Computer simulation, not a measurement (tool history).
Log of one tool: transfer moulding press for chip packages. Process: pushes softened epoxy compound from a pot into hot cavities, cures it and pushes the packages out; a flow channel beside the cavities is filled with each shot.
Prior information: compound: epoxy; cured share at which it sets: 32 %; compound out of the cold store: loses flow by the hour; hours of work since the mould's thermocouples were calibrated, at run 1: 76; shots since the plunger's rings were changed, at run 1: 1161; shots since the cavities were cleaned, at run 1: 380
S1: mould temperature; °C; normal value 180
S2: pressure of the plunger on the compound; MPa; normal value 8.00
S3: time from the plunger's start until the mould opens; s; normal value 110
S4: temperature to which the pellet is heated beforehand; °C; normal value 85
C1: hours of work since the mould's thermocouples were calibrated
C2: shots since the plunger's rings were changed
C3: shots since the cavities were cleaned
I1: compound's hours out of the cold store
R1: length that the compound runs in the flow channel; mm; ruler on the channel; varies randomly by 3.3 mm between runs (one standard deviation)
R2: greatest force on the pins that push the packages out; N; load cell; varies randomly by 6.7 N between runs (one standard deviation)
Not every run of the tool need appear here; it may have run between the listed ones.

Run 1, day 0.000: usual settings; C1 76; C2 1161; C3 380; I1 39.0. Result: R1 860 mm, R2 256 N.
Run 2, day 0.354: usual settings but S1 177 °C; C1 81; C2 1242; C3 461; I1 44.2. Result: R1 856 mm, R2 301 N.
Run 3, day 0.738: usual settings; C1 86; C2 1330; C3 549; I1 29.9. Result: R1 906 mm, R2 249 N.
Run 4, day 1.012: usual settings; C1 90; C2 1392; C3 611; I1 37.4. Result: R1 874 mm, R2 253 N.
Run 5, day 1.379: usual settings but S2 8.87 MPa; C1 94; C2 1477; C3 696; I1 48.0. Result: R1 871 mm, R2 250 N.
Run 6, day 1.546: usual settings but S2 8.87 MPa; C1 97; C2 1515; C3 734; I1 39.8. Result: R1 903 mm, R2 248 N.
Run 7, day 1.921: usual settings but S2 8.87 MPa; C1 101; C2 1601; C3 820; I1 20.1. Result: R1 994 mm, R2 261 N.
Run 8, day 2.204: usual settings but S2 8.87 MPa; C1 105; C2 1666; C3 885; I1 17.6. Result: R1 1004 mm, R2 270 N.
Run 9, day 2.517: usual settings but S2 8.87 MPa; C1 109; C2 1737; C3 956; I1 37.5. Result: R1 919 mm, R2 256 N.
Run 10, day 2.688: usual settings but S2 8.87 MPa; C1 111; C2 1776; C3 995; I1 30.1. Result: R1 949 mm, R2 257 N.
At day 2.867: cavities cleaned with cleaning compound and waxed.
Run 11, day 2.954: usual settings but S2 8.87 MPa; C1 114; C2 1823; C3 21; I1 12.4. Result: R1 1035 mm, R2 268 N.
Run 12, day 3.142: usual settings but S2 8.84 MPa; C1 117; C2 1866; C3 64; I1 31.0. Result: R1 939 mm, R2 258 N.
Run 13, day 3.383: usual settings; C1 120; C2 1921; C3 119; I1 21.4. Result: R1 937 mm, R2 263 N.
Run 14, day 3.671: usual settings; C1 123; C2 1987; C3 185; I1 43.9. Result: R1 844 mm, R2 254 N.
Run 15, day 4.054: usual settings but S1 173 °C; C1 128; C2 2075; C3 273; I1 44.7. Result: R1 867 mm, R2 370 N.
Run 16, day 4.350: usual settings but S1 173 °C; C1 132; C2 2142; C3 340; I1 8.3. Result: R1 1027 mm, R2 445 N.
Run 17, day 4.558: usual settings but S1 177 °C, S3 132 s, S4 92 °C; C1 135; C2 2190; C3 388; I1 34.3. Result: R1 886 mm, R2 216 N.
Run 18, day 4.921: usual settings but S1 177 °C, S4 89 °C; C1 140; C2 2273; C3 471; I1 11.6. Result: R1 994 mm, R2 324 N.
Run 19, day 5.254: usual settings but S1 182 °C, S2 7.64 MPa, S3 124 s; C1 144; C2 2349; C3 547; I1 26.9. Result: R1 888 mm, R2 204 N.
Run 20, day 5.542: usual settings but S3 125 s; C1 148; C2 2415; C3 613; I1 14.3. Result: R1 976 mm, R2 222 N.
Run 21, day 5.783: usual settings but S2 7.75 MPa, S3 125 s, S4 82 °C; C1 151; C2 2470; C3 668; I1 11.9. Result: R1 966 mm, R2 226 N.
Run 22, day 5.967: usual settings but S2 7.75 MPa, S3 125 s, S4 82 °C; C1 153; C2 2512; C3 710; I1 27.1. Result: R1 896 mm, R2 218 N.
Run 23, day 6.271: usual settings but S1 176 °C, S2 9.40 MPa, S3 106 s, S4 81 °C; C1 157; C2 2581; C3 779; I1 17.3. Result: R1 1055 mm, R2 371 N.
Run 24, day 6.579: usual settings but S1 175 °C; C1 161; C2 2652; C3 850; I1 10.5. Result: R1 1013 mm, R2 372 N.
Run 25, day 6.767: usual settings but S1 183 °C, S2 7.25 MPa, S4 83 °C; C1 164; C2 2696; C3 894; I1 27.4. Result: R1 861 mm, R2 236 N.
Run 26, day 6.992: usual settings but S1 177 °C, S2 7.25 MPa, S3 105 s, S4 87 °C; C1 167; C2 2746; C3 944; I1 15.8. Result: R1 925 mm, R2 356 N.
At day 7.379: cavities cleaned with cleaning compound and waxed.
Run 27, day 7.433: usual settings but S1 178 °C, S2 7.25 MPa, S3 137 s, S4 77 °C; C1 171; C2 2833; C3 12; I1 11.2. Result: R1 953 mm, R2 206 N.
Run 28, day 7.725: usual settings but S1 179 °C, S2 6.70 MPa, S3 112 s, S4 77 °C; C1 175; C2 2900; C3 79; I1 31.1. Result: R1 826 mm, R2 268 N.
Run 29, day 7.912: usual settings but S1 178 °C, S2 7.92 MPa, S4 83 °C; C1 178; C2 2943; C3 122; I1 47.6. Result: R1 834 mm, R2 269 N.
Run 30, day 8.183: usual settings but S1 185 °C, S2 9.62 MPa, S3 94 s, S4 83 °C; C1 181; C2 3005; C3 184; I1 16.7. Result: R1 1037 mm, R2 276 N.

Take each entry between the runs: how does the hidden state at the last listed run before it differ from the hidden state at the first listed run after it?
In the gap between runs 10 and 11: cavities cleaned with cleaning compound and waxed (day 2.867)
  grip of the stained cavities, % over clean ones': 0.7 -> 0
In the gap between runs 26 and 27: cavities cleaned with cleaning compound and waxed (day 7.379)
  grip of the stained cavities, % over clean ones': 0.6 -> 0

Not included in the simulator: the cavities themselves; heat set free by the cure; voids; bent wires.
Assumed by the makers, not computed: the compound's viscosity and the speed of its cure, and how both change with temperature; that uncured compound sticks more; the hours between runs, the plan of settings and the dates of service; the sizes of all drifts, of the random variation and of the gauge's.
